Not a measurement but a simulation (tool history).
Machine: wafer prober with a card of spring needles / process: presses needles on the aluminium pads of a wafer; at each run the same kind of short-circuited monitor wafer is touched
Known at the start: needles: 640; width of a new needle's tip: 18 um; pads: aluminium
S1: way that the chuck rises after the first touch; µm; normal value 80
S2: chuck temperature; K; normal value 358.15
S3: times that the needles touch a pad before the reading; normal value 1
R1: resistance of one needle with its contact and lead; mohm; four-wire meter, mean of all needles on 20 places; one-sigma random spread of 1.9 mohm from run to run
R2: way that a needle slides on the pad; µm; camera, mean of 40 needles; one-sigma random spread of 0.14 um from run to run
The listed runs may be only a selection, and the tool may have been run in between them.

run   hour   S1      S2  S3   R1     R2
  1    0.0   80  358.15   1  208  15.44
       3.9  -- tips cleaned on abrasive film
      11.9  -- tips cleaned on abrasive film
  2   11.9   80  358.15   1  202  15.23
      21.7  -- tips cleaned on abrasive film
      30.4  -- tips cleaned on abrasive film
  3   30.9   80  358.15   1  208  14.97
      39.9  -- tips cleaned on abrasive film
  4   45.1   76  358.15   1  205  14.30
      49.1  -- tips cleaned on abrasive film
      58.2  -- tips cleaned on abrasive film
      66.9  -- tips cleaned on abrasive film
  5   67.7   76  358.15   1  200  14.41
      75.7  -- tips cleaned on abrasive film
  6   80.5   76  358.15   1  208  14.25
      84.9  -- tips cleaned on abrasive film
      93.3  -- tips cleaned on abrasive film
  7   93.3   76  358.15   1  200  14.13
     102.5  -- tips cleaned on abrasive film
     111.1  -- tips cleaned on abrasive film
  8  111.8   76  358.15   1  203  14.07
     119.4  -- tips cleaned on abrasive film
  9  121.8   76  358.15   1  204  14.20
     128.9  -- tips cleaned on abrasive film
 10  136.5   66  358.15   1  214  11.85
     138.3  -- tips cleaned on abrasive film
     146.4  -- tips cleaned on abrasive film
 11  150.5   66  358.15   1  209  12.18
     155.3  -- tips cleaned on abrasive film
     163.7  -- tips cleaned on abrasive film
 12  165.6   80  358.15   1  203  14.79
     171.9  -- tips cleaned on abrasive film
 13  175.3   80  358.15   1  203  14.86
     181.3  -- tips cleaned on abrasive film
     189.8  -- tips cleaned on abrasive film
 14  191.7   80  358.15   1  206  14.91
     198.7  -- tips cleaned on abrasive film
     207.3  -- tips cleaned on abrasive film
 15  213.3   80  364.15   1  207  14.78
     217.0  -- tips cleaned on abrasive film
     225.7  -- tips cleaned on abrasive film
     233.9  -- tips cleaned on abrasive film
 16  236.1   80  364.15   1  207  14.73
     243.1  -- tips cleaned on abrasive film
     252.0  -- tips cleaned on abrasive film
 17  256.9   80  358.15   1  206  14.53
     260.9  -- tips cleaned on abrasive film
     270.3  -- tips cleaned on abrasive film
 18  275.2  100  358.15   1  202  18.57
     278.6  -- tips cleaned on abrasive film
 19  285.8  100  328.15   1  201  18.49
     287.4  -- tips cleaned on abrasive film
     295.5  -- tips cleaned on abrasive film
 20  300.8   76  340.15   1  204  13.96
     303.8  -- tips cleaned on abrasive film
     312.5  -- tips cleaned on abrasive film
 21  317.2   64  310.15   1  201  11.15
     322.3  -- tips cleaned on abrasive film
     330.8  -- tips cleaned on abrasive film
 22  332.6   64  310.15   1  200  11.18
     339.8  -- tips cleaned on abrasive film
     348.2  -- tips cleaned on abrasive film
 23  350.6   86  306.15   1  194  15.64
     356.4  -- tips cleaned on abrasive film
     365.5  -- tips cleaned on abrasive film
 24  369.5   68  370.15   2  209  11.93
     375.1  -- tips cleaned on abrasive film
     384.1  -- tips cleaned on abrasive film
 25  385.8   96  358.15   2  199  17.63
     392.2  -- tips cleaned on abrasive film
     400.6  -- tips cleaned on abrasive film
 26  405.6   96  358.15   2  204  17.89
     409.3  -- tips cleaned on abrasive film
     417.5  -- tips cleaned on abrasive film
     420.4  -- height of the first contact set anew
     426.1  -- tips cleaned on abrasive film
 27  426.1   84  319.15   2  194  16.60
     434.9  -- tips cleaned on abrasive film
 28  435.8   71  358.15   1  204  14.18
     443.6  -- tips cleaned on abrasive film
 29  448.6   80  358.15   3  202  16.08
     451.9  -- tips cleaned on abrasive film
     460.4  -- tips cleaned on abrasive film
 30  464.4   89  358.15   1  204  17.98

Forecast each of these 4 alternatives for the next run:
     469.4  -- tips cleaned on abrasive film
  A  476.6  80  358.15   2   ?   ?
     469.4  -- tips cleaned on abrasive film
  B  476.6  80  358.15   2   ?   ?
     469.4  -- tips cleaned on abrasive film
  C  476.6  60  320.15   1   ?   ?
     469.4  -- tips cleaned on abrasive film
  D  476.6  86  298.15   1   ?   ?

run   R1     R2
  A  202  15.72
  B  204  15.70
  C  206  11.68
  D  196  17.18
Stripped of hidden state, with their random variation kept, the same runs would have yielded:
run   R1     R2
  A  197  15.83
  B  199  15.81
  C  191  11.79
  D  188  17.29
